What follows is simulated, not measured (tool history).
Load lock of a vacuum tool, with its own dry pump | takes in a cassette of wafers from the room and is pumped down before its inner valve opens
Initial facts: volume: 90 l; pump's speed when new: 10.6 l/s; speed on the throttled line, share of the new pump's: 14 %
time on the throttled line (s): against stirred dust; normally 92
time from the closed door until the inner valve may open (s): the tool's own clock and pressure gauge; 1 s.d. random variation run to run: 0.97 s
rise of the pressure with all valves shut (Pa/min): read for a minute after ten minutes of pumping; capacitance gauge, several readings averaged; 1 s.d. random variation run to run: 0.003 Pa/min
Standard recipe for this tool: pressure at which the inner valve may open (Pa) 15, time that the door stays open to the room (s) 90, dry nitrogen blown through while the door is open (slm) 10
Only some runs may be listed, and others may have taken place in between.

run	hour	time on the throttled line (s)	pressure at which the inner valve may open (Pa)	time that the door stays open to the room (s)	dry nitrogen blown through while the door is open (slm)	incoming humidity of the room's air, %	time from the closed door until the inner valve may open (s)	rise of the pressure with all valves shut (Pa/min)
1	0	92	15	90	10	44.3	161.8	0.629
2	592.7	92	15	90	10	45.7	160.5	0.782
# hour 746.2: door's seal changed, seat wiped
3	938.1	92	15	30	10	46.4	162.8	0.03
4	1560.8	92	15	47	10	43.2	162.3	0.086
5	1973.2	92	15	47	21	44.5	163.1	0.102
6	2591.5	92	15	47	21	43.1	164.9	0.173
7	3188.6	92	15	47	21	45.7	166	0.243
8	3620.5	92	15	47	21	45.3	166.6	0.32
9	4157.4	92	15	47	21	45.4	166.5	0.417
10	4748.7	92	15	90	39	45.8	166.4	0.551
11	5199.7	92	25	90	10	41.4	162.4	0.666
# hour 5457.5: door's seal changed, seat wiped
12	5515	92	15	90	10	44.3	168.4	0.045
13	6076	92	15	90	10	45	169.2	0.078
14	6675.3	92	13	45	10	43.8	172.2	0.122
15	7260.5	92	13	45	10	44.5	172.2	0.189
16	7879.1	52	16	94	45	41.9	140.1	0.273
17	8464.1	52	16	94	45	47	139.4	0.371
18	8809.5	86	12	85	10	43.8	172.4	0.466
19	9173.5	86	12	85	10	46.2	171.5	0.558
20	9767.4	86	18	85	7	46.8	170.4	0.704
# hour 10136.1: dry pump taken out, an overhauled one fitted
# hour 10177: door's seal changed, seat wiped
21	10270.2	172	15	107	43	46.7	223.8	0.017
22	10755.4	172	15	107	43	45.3	223.1	0.052
23	11288.5	49	15	90	43	46.2	117.2	0.1
24	11571.6	97	15	90	10	43	159.8	0.151
25	11850	92	27	204	10	45.8	150.4	0.201

How would selected steps in time from the closed door until the inner valve may open (s) from run to run divide? Give the signed amount a tool lacking its hidden state would still show from settings, what came in and random variation, and the signed amount left for the hidden state, including any gauge scatter that is not in both of the compared results.
Unlogged tool condition in this case: pump's speed, % of a new pump's; leak at the door's seal, Pa l/s; drift of the gauge itself on ready_s, %; drift of the gauge itself on rise_pa_min, %.
Run 15 -> 16: time on the throttled line (s) 92 -> 52, pressure at which the inner valve may open (Pa) 13 -> 16, time that the door stays open to the room (s) 45 -> 94, dry nitrogen blown through while the door is open (slm) 10 -> 45. time from the closed door until the inner valve may open (s) -32.1: hidden state +2.1, all else -34.2.
Run 20 -> 21: time on the throttled line (s) 86 -> 172, pressure at which the inner valve may open (Pa) 18 -> 15, time that the door stays open to the room (s) 85 -> 107, dry nitrogen blown through while the door is open (slm) 7 -> 43, dry pump taken out, an overhauled one fitted, door's seal changed, seat wiped. time from the closed door until the inner valve may open (s) +53.4: hidden state -22.3, all else +75.7.
Run 22 -> 23: time on the throttled line (s) 172 -> 49, time that the door stays open to the room (s) 107 -> 90. time from the closed door until the inner valve may open (s) -105.9: hidden state +0.8, all else -106.7.
